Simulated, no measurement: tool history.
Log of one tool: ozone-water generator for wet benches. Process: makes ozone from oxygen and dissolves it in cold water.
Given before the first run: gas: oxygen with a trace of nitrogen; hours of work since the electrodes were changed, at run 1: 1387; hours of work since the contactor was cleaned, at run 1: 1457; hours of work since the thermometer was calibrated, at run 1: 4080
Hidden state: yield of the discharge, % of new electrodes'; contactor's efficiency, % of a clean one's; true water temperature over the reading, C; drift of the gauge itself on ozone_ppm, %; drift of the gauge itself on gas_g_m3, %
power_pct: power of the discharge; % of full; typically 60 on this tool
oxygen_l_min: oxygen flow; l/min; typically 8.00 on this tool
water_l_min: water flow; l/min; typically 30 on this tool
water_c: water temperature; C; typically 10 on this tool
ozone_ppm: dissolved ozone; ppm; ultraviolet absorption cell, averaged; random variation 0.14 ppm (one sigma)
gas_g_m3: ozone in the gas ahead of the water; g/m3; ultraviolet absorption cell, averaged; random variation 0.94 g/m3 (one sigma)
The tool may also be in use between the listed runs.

| run | hour | power_pct | oxygen_l_min | water_l_min | water_c | hours of work since the electrodes were changed | hours of work since the contactor was cleaned | hours of work since the thermometer was calibrated | ozone_ppm | gas_g_m3 |
|---|---|---|---|---|---|---|---|---|---|---|
| 1 | 0.0 | 60 | 8.00 | 30 | 10 | 1387 | 1457 | 4080 | 15.1 | 160.5 |
| 2 | 50.1 | 60 | 8.00 | 30 | 10 | 1426 | 1496 | 4118 | 15.2 | 158.4 |
| 3 | 120.1 | 60 | 8.00 | 30 | 10 | 1479 | 1549 | 4171 | 15.4 | 158.9 |
| 4 | 168.7 | 60 | 8.00 | 30 | 11 | 1516 | 1586 | 4208 | 15.1 | 158.4 |
| 5 | 213.5 | 60 | 8.00 | 30 | 11 | 1551 | 1620 | 4243 | 15.2 | 159.1 |
| 6 | 272.5 | 60 | 8.00 | 30 | 10 | 1596 | 1665 | 4288 | 15.3 | 157.2 |
| 7 | 313.5 | 60 | 12.28 | 30 | 10 | 1627 | 1697 | 4319 | 16.0 | 131.7 |
| 8 | 387.0 | 60 | 12.28 | 30 | 10 | 1683 | 1753 | 4375 | 16.1 | 131.4 |
| 9 | 429.7 | 60 | 12.28 | 30 | 10 | 1716 | 1785 | 4408 | 16.1 | 130.6 |
| 10 | 508.3 | 60 | 12.28 | 30 | 10 | 1776 | 1845 | 4468 | 15.8 | 128.8 |
| 11 | 558.0 | 60 | 12.28 | 30 | 10 | 1814 | 1883 | 4506 | 16.2 | 128.2 |
| 12 | 608.4 | 60 | 8.00 | 30 | 10 | 1852 | 1922 | 4544 | 15.3 | 156.7 |
| 13 | 669.0 | 60 | 8.00 | 32 | 10 | 1899 | 1968 | 4591 | 14.1 | 156.3 |
| 14 | 723.8 | 60 | 8.00 | 38 | 10 | 1940 | 2010 | 4632 | 11.9 | 154.7 |
| 15 | 784.5 | 60 | 8.00 | 38 | 10 | 1987 | 2057 | 4679 | 11.8 | 156.1 |
| 16 | 822.4 | 60 | 8.00 | 38 | 10 | 2016 | 2085 | 4708 | 11.7 | 155.5 |
| 17 | 864.2 | 64 | 8.00 | 38 | 6 | 2048 | 2117 | 4740 | 12.5 | 161.9 |
| 18 | 907.4 | 64 | 8.00 | 38 | 6 | 2081 | 2150 | 4773 | 12.6 | 162.3 |
| 19 | 948.8 | 64 | 8.00 | 38 | 6 | 2112 | 2182 | 4804 | 12.7 | 160.7 |
| 20 | 986.6 | 80 | 8.00 | 46 | 10 | 2141 | 2211 | 4833 | 11.4 | 186.7 |
| 21 | 1023.2 | 40 | 8.00 | 30 | 10 | 2169 | 2239 | 4861 | 11.4 | 116.9 |
| 22 | 1091.2 | 82 | 4.58 | 38 | 12 | 2221 | 2291 | 4913 | 12.0 | 244.2 |
|  | 1118.6 | gauge calibrated |
| 23 | 1170.9 | 82 | 4.58 | 38 | 12 | 2282 | 2352 | 4974 | 12.1 | 250.0 |
| 24 | 1229.2 | 60 | 4.51 | 19 | 6 | 2326 | 2396 | 5018 | 23.3 | 202.2 |
| 25 | 1311.7 | 60 | 4.51 | 19 | 6 | 2389 | 2459 | 5081 | 23.1 | 202.4 |
| 26 | 1382.0 | 62 | 7.15 | 30 | 18 | 2443 | 2513 | 5135 | 13.7 | 166.8 |
| 27 | 1433.1 | 62 | 7.15 | 30 | 18 | 2482 | 2552 | 5174 | 13.9 | 168.4 |
| 28 | 1502.3 | 60 | 8.00 | 30 | 15 | 2535 | 2605 | 5227 | 14.3 | 157.9 |
| 29 | 1539.1 | 60 | 5.46 | 30 | 10 | 2563 | 2633 | 5255 | 14.0 | 187.4 |
| 30 | 1623.8 | 60 | 5.46 | 30 | 10 | 2628 | 2698 | 5320 | 14.1 | 184.8 |
| 31 | 1677.7 | 41 | 8.00 | 20 | 10 | 2669 | 2739 | 5361 | 17.6 | 120.7 |
| 32 | 1742.8 | 41 | 8.00 | 20 | 10 | 2719 | 2788 | 5411 | 17.7 | 120.3 |

Forecast each of these 4 alternatives for the next run:
| A | 1787.3 | 41 | 7.74 | 20 | 15 | 2753 | 2822 | 5445 | ? | ? |
| B | 1787.3 | 41 | 7.87 | 46 | 8 | 2753 | 2822 | 5445 | ? | ? |
| C | 1787.3 | 48 | 8.00 | 31 | 15 | 2753 | 2822 | 5445 | ? | ? |
| D | 1787.3 | 69 | 8.00 | 40 | 10 | 2753 | 2822 | 5445 | ? | ? |

| run | ozone_ppm | gas_g_m3 |
|---|---|---|
| A | 16.2 | 122.6 |
| B | 7.4 | 122.2 |
| C | 11.9 | 133.1 |
| D | 12.1 | 171.8 |
Had the tool no hidden state, the same runs would have come out as:
| run | ozone_ppm | gas_g_m3 |
|---|---|---|
| A | 16.2 | 124.9 |
| B | 7.4 | 124.5 |
| C | 11.9 | 135.7 |
| D | 12.1 | 175.2 |

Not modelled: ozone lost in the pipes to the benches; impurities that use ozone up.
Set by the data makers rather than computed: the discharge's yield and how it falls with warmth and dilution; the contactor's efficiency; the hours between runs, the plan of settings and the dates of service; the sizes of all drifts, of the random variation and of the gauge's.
